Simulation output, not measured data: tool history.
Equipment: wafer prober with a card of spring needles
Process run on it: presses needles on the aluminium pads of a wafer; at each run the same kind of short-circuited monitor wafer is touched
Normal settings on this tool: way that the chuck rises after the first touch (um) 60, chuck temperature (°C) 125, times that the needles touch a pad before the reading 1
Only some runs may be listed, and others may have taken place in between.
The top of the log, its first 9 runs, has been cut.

| run | hour | way that the chuck rises after the first touch (um) | chuck temperature (°C) | times that the needles touch a pad before the reading | touches since the tips were cleaned | cleanings since the card got new needles | touches since the first contact's height was set | resistance of one needle with its contact and lead (mohm) | way that a needle slides on the pad (um) |
|---|---|---|---|---|---|---|---|---|---|
| 10 | 153.3 | 60 | 125 | 1 | 4603 | 38 | 7761 | 129 | 16.34 |
|  | 157.4 | tips cleaned on abrasive film |
|  | 175.0 | tips cleaned on abrasive film |
| 11 | 175.0 | 60 | 125 | 1 | 0 | 40 | 15139 | 130 | 16.46 |
|  | 193.2 | tips cleaned on abrasive film |
| 12 | 193.2 | 60 | 125 | 1 | 0 | 41 | 21297 | 127 | 16.37 |
| 13 | 204.6 | 53 | 125 | 1 | 3903 | 41 | 25200 | 134 | 14.49 |
|  | 211.6 | tips cleaned on abrasive film |
| 14 | 223.7 | 53 | 125 | 1 | 4146 | 42 | 31724 | 131 | 14.45 |
|  | 230.0 | tips cleaned on abrasive film |
| 15 | 245.7 | 53 | 125 | 2 | 5378 | 43 | 39203 | 129 | 14.52 |
|  | 248.3 | tips cleaned on abrasive film |
| 16 | 260.8 | 53 | 125 | 1 | 4267 | 44 | 44331 | 131 | 14.58 |
|  | 266.0 | tips cleaned on abrasive film |
|  | 283.3 | tips cleaned on abrasive film |
| 17 | 283.3 | 53 | 125 | 1 | 0 | 46 | 51938 | 131 | 14.69 |
| 18 | 295.1 | 53 | 125 | 1 | 4035 | 46 | 55973 | 129 | 14.61 |
|  | 301.0 | gauge calibrated |
|  | 301.1 | tips cleaned on abrasive film |
| 19 | 314.3 | 60 | 125 | 1 | 4528 | 47 | 62515 | 130 | 16.13 |
|  | 318.9 | tips cleaned on abrasive film |
|  | 336.8 | tips cleaned on abrasive film |
| 20 | 337.9 | 42 | 97 | 3 | 391 | 49 | 70519 | 131 | 11.37 |
| 21 | 351.8 | 75 | 125 | 1 | 5142 | 49 | 75270 | 123 | 20.34 |
|  | 354.3 | tips cleaned on abrasive film |
| 22 | 368.1 | 78 | 26 | 1 | 4712 | 50 | 80800 | 109 | 21.17 |
|  | 372.0 | tips cleaned on abrasive film |
|  | 389.3 | tips cleaned on abrasive film |
| 23 | 389.6 | 66 | 42 | 1 | 87 | 52 | 88071 | 115 | 17.86 |
|  | 407.0 | tips cleaned on abrasive film |
| 24 | 410.4 | 60 | 125 | 2 | 1163 | 53 | 95170 | 128 | 16.34 |
|  | 425.2 | tips cleaned on abrasive film |
| 25 | 432.6 | 60 | 119 | 1 | 2515 | 54 | 102709 | 130 | 16.40 |
|  | 443.3 | tips cleaned on abrasive film |
| 26 | 447.6 | 64 | 102 | 3 | 1491 | 55 | 107819 | 126 | 17.46 |
|  | 460.5 | tips cleaned on abrasive film |
| 27 | 461.4 | 58 | 99 | 2 | 300 | 56 | 112500 | 126 | 15.84 |
|  | 478.7 | tips cleaned on abrasive film |
| 28 | 484.4 | 58 | 99 | 2 | 1964 | 57 | 120327 | 125 | 15.74 |
|  | 496.1 | tips cleaned on abrasive film |
| 29 | 499.4 | 58 | 99 | 2 | 1116 | 58 | 125427 | 124 | 15.77 |
|  | 513.7 | tips cleaned on abrasive film |
| 30 | 516.7 | 58 | 118 | 3 | 1018 | 59 | 131300 | 124 | 15.84 |
| 31 | 529.6 | 58 | 118 | 3 | 5418 | 59 | 135700 | 127 | 15.91 |

Alternative continuations, all from the tool just after run 31; predict every row:
|  | 531.3 | tips cleaned on abrasive film |
| A | 547.6 | 76 | 29 | 2 | 5579 | 60 | 141833 | ? | ? |
|  | 531.3 | tips cleaned on abrasive film |
| B | 547.6 | 46 | 38 | 1 | 5579 | 60 | 141833 | ? | ? |
|  | 531.3 | tips cleaned on abrasive film |
| C | 547.6 | 75 | 118 | 3 | 5579 | 60 | 141833 | ? | ? |
|  | 531.3 | tips cleaned on abrasive film |
| D | 547.6 | 58 | 46 | 3 | 5579 | 60 | 141833 | ? | ? |
|  | 531.3 | tips cleaned on abrasive film |
| E | 547.6 | 58 | 118 | 1 | 5579 | 60 | 141833 | ? | ? |

| run | resistance of one needle with its contact and lead (mohm) | way that a needle slides on the pad (um) |
|---|---|---|
| A | 110 | 20.78 |
| B | 121 | 12.62 |
| C | 124 | 20.54 |
| D | 114 | 15.88 |
| E | 131 | 15.82 |
Take away the tool's hidden state, keep each run's random variation, and the runs would have read:
| run | resistance of one needle with its contact and lead (mohm) | way that a needle slides on the pad (um) |
|---|---|---|
| A | 110 | 20.45 |
| B | 121 | 12.42 |
| C | 124 | 20.21 |
| D | 114 | 15.63 |
| E | 130 | 15.57 |
